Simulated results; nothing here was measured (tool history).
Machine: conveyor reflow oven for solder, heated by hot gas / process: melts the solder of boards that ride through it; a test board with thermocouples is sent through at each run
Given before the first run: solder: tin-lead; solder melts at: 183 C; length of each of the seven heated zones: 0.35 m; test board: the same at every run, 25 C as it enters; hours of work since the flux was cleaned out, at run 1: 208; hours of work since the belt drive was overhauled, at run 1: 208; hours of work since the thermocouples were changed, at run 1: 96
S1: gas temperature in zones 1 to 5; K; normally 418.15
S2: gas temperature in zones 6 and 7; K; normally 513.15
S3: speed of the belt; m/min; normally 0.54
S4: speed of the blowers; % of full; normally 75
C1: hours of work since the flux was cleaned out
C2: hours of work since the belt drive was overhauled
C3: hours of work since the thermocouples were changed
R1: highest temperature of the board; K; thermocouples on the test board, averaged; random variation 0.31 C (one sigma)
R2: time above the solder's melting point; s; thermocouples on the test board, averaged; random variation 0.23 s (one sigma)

run 1 day=0 | S1=418.15 S2=513.15 S3=0.54 S4=75 | C1=208 C2=208 C3=96 | R1=493.45 R2=62.9
run 2 day=1.2 | S1=418.15 S2=513.15 S3=0.54 S4=75 | C1=222 C2=222 C3=110 | R1=494.05 R2=62.9
run 3 day=3.45 | S1=418.15 S2=513.15 S3=0.54 S4=75 | C1=248 C2=248 C3=136 | R1=492.35 R2=62.2
run 4 day=4.529 | S1=418.15 S2=513.15 S3=0.54 S4=75 | C1=261 C2=261 C3=149 | R1=492.25 R2=62.5
run 5 day=6.912 | S1=418.15 S2=513.15 S3=0.54 S4=75 | C1=288 C2=288 C3=177 | R1=493.05 R2=62.8
run 6 day=8.475 | S1=418.15 S2=513.15 S3=0.54 S4=75 | C1=307 C2=307 C3=195 | R1=492.05 R2=62.2
run 7 day=10.046 | S1=418.15 S2=509.15 S3=0.54 S4=75 | C1=325 C2=325 C3=213 | R1=489.05 R2=59.1
run 8 day=12.567 | S1=432.15 S2=507.15 S3=0.647 S4=58 | C1=355 C2=355 C3=243 | R1=480.65 R2=45.4
run 9 day=14.358 | S1=406.15 S2=518.15 S3=0.458 S4=83 | C1=375 C2=375 C3=264 | R1=500.35 R2=75.4
run 10 day=15.671 | S1=425.15 S2=519.15 S3=0.458 S4=62 | C1=391 C2=391 C3=279 | R1=500.65 R2=83.7
run 11 day=17.371 | S1=425.15 S2=514.15 S3=0.458 S4=64 | C1=411 C2=411 C3=299 | R1=496.95 R2=80.6
-- day=18.038 flux residue cleaned out of gas plates and filters
run 12 day=19.488 | S1=425.15 S2=514.15 S3=0.458 S4=81 | C1=17 C2=433 C3=321 | R1=502.25 R2=85
run 13 day=21.075 | S1=425.15 S2=514.15 S3=0.458 S4=81 | C1=35 C2=451 C3=340 | R1=502.05 R2=85

Below are 5 alternative next runs, each starting from the tool's condition after run 13. Predict each:
run A day=22.188 | S1=403.15 S2=514.15 S3=0.458 S4=81 | C1=48 C2=464 C3=353 | R1=? R2=?
run B day=22.188 | S1=425.15 S2=527.15 S3=0.6 S4=81 | C1=48 C2=464 C3=353 | R1=? R2=?
run C day=22.188 | S1=425.15 S2=514.15 S3=0.458 S4=64 | C1=48 C2=464 C3=353 | R1=? R2=?
run D day=22.188 | S1=425.15 S2=519.15 S3=0.574 S4=68 | C1=48 C2=464 C3=353 | R1=? R2=?
run E day=22.188 | S1=415.15 S2=513.15 S3=0.54 S4=75 | C1=48 C2=464 C3=353 | R1=? R2=?

run=A R1=499.25 R2=73.9
run=B R1=505.35 R2=65.7
run=C R1=499.75 R2=82.9
run=D R1=497.65 R2=64.5
run=E R1=494.55 R2=62.9
Take away the tool's hidden state, keep each run's random variation, and the runs would have read:
run=A R1=500.15 R2=73.9
run=B R1=506.35 R2=65.6
run=C R1=500.45 R2=82.7
run=D R1=498.55 R2=64.5
run=E R1=495.45 R2=63

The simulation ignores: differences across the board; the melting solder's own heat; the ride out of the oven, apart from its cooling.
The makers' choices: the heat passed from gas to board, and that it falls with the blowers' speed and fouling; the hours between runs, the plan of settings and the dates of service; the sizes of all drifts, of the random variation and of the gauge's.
